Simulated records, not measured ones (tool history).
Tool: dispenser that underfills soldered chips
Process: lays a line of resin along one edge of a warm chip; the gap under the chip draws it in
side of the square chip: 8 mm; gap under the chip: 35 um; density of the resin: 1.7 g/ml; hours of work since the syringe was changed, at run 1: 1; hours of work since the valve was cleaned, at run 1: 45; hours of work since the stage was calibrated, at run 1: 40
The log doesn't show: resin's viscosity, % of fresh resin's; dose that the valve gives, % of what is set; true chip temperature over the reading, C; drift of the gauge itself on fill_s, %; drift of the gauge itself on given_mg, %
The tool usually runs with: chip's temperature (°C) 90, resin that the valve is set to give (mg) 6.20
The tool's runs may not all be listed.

run	hour	chip's temperature (°C)	resin that the valve is set to give (mg)	hours of work since the syringe was changed	hours of work since the valve was cleaned	hours of work since the stage was calibrated	time until the resin shows at the far edge (s)	resin that the valve gave (mg)
1	0.0	90	6.20	1	45	40	84.0	6.08
# hour 6.0: new syringe of resin
2	6.5	90	6.07	0	49	44	81.1	6.07
# hour 13.5: new syringe of resin
3	13.8	90	6.20	0	55	49	79.5	6.08
4	19.6	90	6.20	5	59	54	115.0	6.10
# hour 20.8: new syringe of resin
5	27.5	87	6.20	5	65	60	138.9	6.07
# hour 28.3: new syringe of resin
6	34.8	87	6.20	5	70	65	137.4	6.04
# hour 35.7: new syringe of resin
7	40.5	103	6.20	4	74	69	58.2	6.02
# hour 43.3: new syringe of resin
8	46.3	90	7.59	2	78	73	90.5	7.40
# hour 50.5: new syringe of resin
9	53.7	78	7.52	2	83	78	167.1	7.34
# hour 57.7: new syringe of resin
10	58.3	78	5.88	0	87	82	145.4	5.78
# hour 65.1: new syringe of resin
11	65.5	88	6.20	0	92	87	89.0	6.02
12	69.1	97	7.67	3	95	89	74.0	7.39
# hour 72.4: new syringe of resin
13	77.1	92	6.76	4	100	95	95.7	6.59
# hour 79.9: new syringe of resin
# hour 80.9: dispensing valve cleaned and set on the balance
14	82.3	90	7.44	1	1	98	84.2	7.39
# hour 88.2: new syringe of resin
15	89.4	90	7.44	1	6	103	80.5	7.46

Each row is a separate what-if for the run after 15, all from the same tool condition, not one after another. Results?
# hour 95.6: new syringe of resin
A	96.4	92	5.74	1	11	108	?	?
# hour 95.6: new syringe of resin
B	96.4	79	5.76	1	11	108	?	?
# hour 95.6: new syringe of resin
C	96.4	78	7.44	1	11	108	?	?

run	time until the resin shows at the far edge (s)	resin that the valve gave (mg)
A	77.3	5.70
B	142.1	5.70
C	148.8	7.43
With no hidden state in the tool, these same runs would have given:
run	time until the resin shows at the far edge (s)	resin that the valve gave (mg)
A	73.1	5.72
B	134.7	5.72
C	141.1	7.45
